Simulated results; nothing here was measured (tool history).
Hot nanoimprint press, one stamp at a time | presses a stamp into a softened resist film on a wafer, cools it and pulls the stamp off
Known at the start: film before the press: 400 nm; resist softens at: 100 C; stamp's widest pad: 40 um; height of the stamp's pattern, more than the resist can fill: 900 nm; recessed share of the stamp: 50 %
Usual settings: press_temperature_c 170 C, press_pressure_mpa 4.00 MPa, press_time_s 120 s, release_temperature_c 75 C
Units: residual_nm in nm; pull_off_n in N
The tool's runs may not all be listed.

| run | hour | press_temperature_c | press_pressure_mpa | press_time_s | release_temperature_c | residual_nm | pull_off_n |
|---|---|---|---|---|---|---|---|
| 1 | 0.0 | 170 | 4.00 | 120 | 75 | 195.5 | 148 |
| 2 | 50.0 | 170 | 4.00 | 120 | 75 | 195.4 | 142 |
| 3 | 135.2 | 170 | 4.00 | 120 | 75 | 196.2 | 150 |
|  | 142.3 | plate thermocouple calibrated |
| 4 | 202.8 | 170 | 4.00 | 120 | 75 | 194.0 | 151 |
| 5 | 281.2 | 170 | 4.00 | 120 | 75 | 195.0 | 147 |
|  | 310.8 | stamp cleaned and given a new release coat |
| 6 | 370.5 | 170 | 4.00 | 120 | 75 | 197.0 | 150 |
| 7 | 452.5 | 159 | 4.00 | 120 | 75 | 295.2 | 149 |
| 8 | 490.7 | 160 | 4.00 | 120 | 75 | 284.6 | 152 |
| 9 | 530.2 | 170 | 4.00 | 120 | 69 | 198.0 | 171 |
| 10 | 606.8 | 170 | 4.00 | 120 | 69 | 195.9 | 174 |
| 11 | 681.7 | 172 | 3.55 | 120 | 75 | 189.6 | 146 |
| 12 | 762.6 | 172 | 3.55 | 120 | 75 | 190.2 | 148 |
|  | 825.3 | plate thermocouple calibrated |
| 13 | 850.5 | 167 | 3.55 | 120 | 74 | 233.8 | 150 |
| 14 | 934.3 | 179 | 4.15 | 121 | 77 | 130.7 | 136 |
| 15 | 969.5 | 179 | 2.58 | 123 | 71 | 164.7 | 161 |
| 16 | 1048.9 | 179 | 2.58 | 123 | 71 | 164.6 | 164 |
| 17 | 1088.1 | 179 | 2.58 | 123 | 71 | 164.3 | 164 |

5 ways to go on from here, each from the tool as it stands after run 17. What would each give?
|  | 1157.5 | stamp cleaned and given a new release coat |
| A | 1169.9 | 173 | 2.87 | 120 | 70 | ? | ? |
|  | 1157.5 | stamp cleaned and given a new release coat |
| B | 1169.9 | 178 | 5.49 | 110 | 75 | ? | ? |
|  | 1157.5 | stamp cleaned and given a new release coat |
| C | 1169.9 | 165 | 4.00 | 88 | 65 | ? | ? |
|  | 1157.5 | stamp cleaned and given a new release coat |
| D | 1169.9 | 170 | 4.00 | 120 | 70 | ? | ? |
|  | 1157.5 | stamp cleaned and given a new release coat |
| E | 1169.9 | 170 | 4.00 | 122 | 79 | ? | ? |

| run | residual_nm | pull_off_n |
|---|---|---|
| A | 202.1 | 166 |
| B | 122.4 | 150 |
| C | 265.7 | 186 |
| D | 197.3 | 164 |
| E | 196.0 | 130 |
Without the tool's hidden state the same runs would have given:
| run | residual_nm | pull_off_n |
|---|---|---|
| A | 198.5 | 166 |
| B | 120.1 | 150 |
| C | 261.1 | 186 |
| D | 193.8 | 164 |
| E | 192.4 | 130 |

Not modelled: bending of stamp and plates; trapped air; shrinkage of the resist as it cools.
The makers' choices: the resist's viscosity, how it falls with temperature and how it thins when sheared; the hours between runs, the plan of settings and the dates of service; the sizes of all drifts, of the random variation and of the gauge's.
